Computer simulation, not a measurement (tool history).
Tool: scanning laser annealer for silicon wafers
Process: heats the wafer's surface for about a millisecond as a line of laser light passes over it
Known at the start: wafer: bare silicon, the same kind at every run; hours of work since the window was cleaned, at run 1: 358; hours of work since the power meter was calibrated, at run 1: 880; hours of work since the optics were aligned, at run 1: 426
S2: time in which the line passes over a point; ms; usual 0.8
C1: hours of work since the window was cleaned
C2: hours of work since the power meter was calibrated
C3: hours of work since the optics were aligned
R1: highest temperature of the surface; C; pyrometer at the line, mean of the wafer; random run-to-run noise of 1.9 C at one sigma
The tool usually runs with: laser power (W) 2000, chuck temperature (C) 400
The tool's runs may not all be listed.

{"run": 1, "hour": 0.0, "laser power (W)": 2000, "S2": 0.8, "chuck temperature (C)": 400, "C1": 358, "C2": 880, "C3": 426, "R1": 1157}
{"run": 2, "hour": 49.6, "laser power (W)": 2000, "S2": 0.8, "chuck temperature (C)": 400, "C1": 397, "C2": 920, "C3": 465, "R1": 1154}
{"run": 3, "hour": 102.4, "laser power (W)": 2000, "S2": 0.8, "chuck temperature (C)": 400, "C1": 439, "C2": 962, "C3": 507, "R1": 1150}
{"run": 4, "hour": 129.3, "laser power (W)": 1799, "S2": 0.8, "chuck temperature (C)": 400, "C1": 461, "C2": 983, "C3": 529, "R1": 1054}
{"run": 5, "hour": 164.3, "laser power (W)": 2000, "S2": 0.8, "chuck temperature (C)": 400, "C1": 488, "C2": 1011, "C3": 557, "R1": 1148}
{"run": 6, "hour": 187.9, "laser power (W)": 2000, "S2": 0.8, "chuck temperature (C)": 438, "C1": 507, "C2": 1030, "C3": 576, "R1": 1180}
{"run": 7, "hour": 215.5, "laser power (W)": 2000, "S2": 0.951, "chuck temperature (C)": 438, "C1": 529, "C2": 1052, "C3": 598, "R1": 1255}
{"hour": 258.9, "done": "window over the wafer cleaned"}
{"run": 8, "hour": 270.0, "laser power (W)": 2000, "S2": 0.951, "chuck temperature (C)": 438, "C1": 9, "C2": 1094, "C3": 639, "R1": 1301}
{"run": 9, "hour": 320.2, "laser power (W)": 2000, "S2": 0.951, "chuck temperature (C)": 438, "C1": 49, "C2": 1134, "C3": 679, "R1": 1295}
{"run": 10, "hour": 356.9, "laser power (W)": 2000, "S2": 0.85, "chuck temperature (C)": 400, "C1": 78, "C2": 1163, "C3": 709, "R1": 1204}
{"run": 11, "hour": 382.2, "laser power (W)": 2000, "S2": 0.85, "chuck temperature (C)": 400, "C1": 98, "C2": 1183, "C3": 729, "R1": 1205}
{"run": 12, "hour": 437.8, "laser power (W)": 2000, "S2": 0.85, "chuck temperature (C)": 400, "C1": 143, "C2": 1227, "C3": 773, "R1": 1197}
{"run": 13, "hour": 475.9, "laser power (W)": 2000, "S2": 0.85, "chuck temperature (C)": 400, "C1": 173, "C2": 1258, "C3": 803, "R1": 1196}
{"run": 14, "hour": 525.7, "laser power (W)": 2000, "S2": 0.587, "chuck temperature (C)": 400, "C1": 213, "C2": 1297, "C3": 843, "R1": 1046}
{"run": 15, "hour": 561.9, "laser power (W)": 2000, "S2": 0.8, "chuck temperature (C)": 374, "C1": 242, "C2": 1326, "C3": 872, "R1": 1137}
{"run": 16, "hour": 612.9, "laser power (W)": 2000, "S2": 0.8, "chuck temperature (C)": 374, "C1": 282, "C2": 1367, "C3": 913, "R1": 1135}
{"run": 17, "hour": 652.7, "laser power (W)": 2000, "S2": 0.8, "chuck temperature (C)": 374, "C1": 314, "C2": 1399, "C3": 944, "R1": 1131}
{"run": 18, "hour": 683.1, "laser power (W)": 2000, "S2": 0.8, "chuck temperature (C)": 429, "C1": 338, "C2": 1423, "C3": 969, "R1": 1185}
{"run": 19, "hour": 724.2, "laser power (W)": 2000, "S2": 0.849, "chuck temperature (C)": 400, "C1": 371, "C2": 1456, "C3": 1001, "R1": 1175}
{"run": 20, "hour": 763.3, "laser power (W)": 2000, "S2": 0.849, "chuck temperature (C)": 400, "C1": 402, "C2": 1487, "C3": 1032, "R1": 1169}
{"run": 21, "hour": 791.1, "laser power (W)": 2000, "S2": 0.849, "chuck temperature (C)": 368, "C1": 424, "C2": 1509, "C3": 1055, "R1": 1138}
{"run": 22, "hour": 837.2, "laser power (W)": 2000, "S2": 0.849, "chuck temperature (C)": 368, "C1": 461, "C2": 1546, "C3": 1091, "R1": 1137}

Predict the results of run 23:
{"run": 23, "hour": 871.2, "laser power (W)": 2000, "S2": 0.849, "chuck temperature (C)": 368, "C1": 488, "C2": 1573, "C3": 1119, "R1": "?"}

Run 23 measured R1 1133 C.
With no hidden state in the tool, this same run would have given R1 1181 C.
